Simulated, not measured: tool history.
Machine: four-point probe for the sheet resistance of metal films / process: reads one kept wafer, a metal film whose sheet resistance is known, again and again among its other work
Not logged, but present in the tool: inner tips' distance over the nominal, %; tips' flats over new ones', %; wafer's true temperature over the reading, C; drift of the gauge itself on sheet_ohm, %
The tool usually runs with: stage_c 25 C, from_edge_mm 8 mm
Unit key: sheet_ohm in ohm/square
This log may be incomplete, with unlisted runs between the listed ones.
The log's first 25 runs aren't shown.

| run | hour | stage_c | from_edge_mm | touches since the probe head was changed | hours of work since the stage's thermometer was calibrated | sheet_ohm |
|---|---|---|---|---|---|---|
| 26 | 274.5 | 25 | 8 | 26121 | 24 | 3.582534 |
| 27 | 283.5 | 27 | 12 | 26444 | 29 | 3.574563 |
| 28 | 290.7 | 27 | 12 | 26704 | 33 | 3.575226 |
| 29 | 298.7 | 31 | 3 | 26993 | 38 | 3.650978 |
| 30 | 312.4 | 31 | 3 | 27491 | 47 | 3.650568 |
| 31 | 320.2 | 22 | 15 | 27774 | 52 | 3.57674 |
|  | 325 | stage's thermometer calibrated, once more |
| 32 | 335.8 | 22 | 15 | 28320 | 7 | 3.577165 |
| 33 | 344.5 | 30 | 15 | 28633 | 12 | 3.571886 |
| 34 | 357.8 | 30 | 15 | 29114 | 20 | 3.572875 |
| 35 | 370.6 | 26 | 19 | 29578 | 28 | 3.573155 |
| 36 | 379.3 | 34 | 19 | 29892 | 34 | 3.569116 |
| 37 | 389.2 | 34 | 15 | 30253 | 40 | 3.570336 |
| 38 | 397 | 31 | 21 | 30535 | 45 | 3.571058 |
| 39 | 412.4 | 29 | 10 | 31092 | 54 | 3.5783 |
| 40 | 427.4 | 29 | 10 | 31633 | 63 | 3.578214 |
| 41 | 441.1 | 23 | 12 | 32131 | 72 | 3.578544 |
| 42 | 452.2 | 30 | 33 | 32530 | 79 | 3.570046 |
| 43 | 462.7 | 33 | 54 | 32910 | 85 | 3.568399 |
| 44 | 478.3 | 21 | 5 | 33475 | 95 | 3.605801 |
| 45 | 486.7 | 21 | 5 | 33781 | 100 | 3.606351 |
| 46 | 497.9 | 21 | 5 | 34187 | 107 | 3.607365 |

Alternative continuations, all from the tool just after run 46; predict every row:
| A | 504.7 | 29 | 8 | 34431 | 111 | ? |
| B | 504.7 | 23 | 15 | 34431 | 111 | ? |
| C | 504.7 | 23 | 3 | 34431 | 111 | ? |

| run | sheet_ohm |
|---|---|
| A | 3.582692 |
| B | 3.578566 |
| C | 3.660548 |
Had the tool no hidden state, the same runs would have come out as:
| run | sheet_ohm |
|---|---|
| A | 3.566666 |
| B | 3.562573 |
| C | 3.644221 |

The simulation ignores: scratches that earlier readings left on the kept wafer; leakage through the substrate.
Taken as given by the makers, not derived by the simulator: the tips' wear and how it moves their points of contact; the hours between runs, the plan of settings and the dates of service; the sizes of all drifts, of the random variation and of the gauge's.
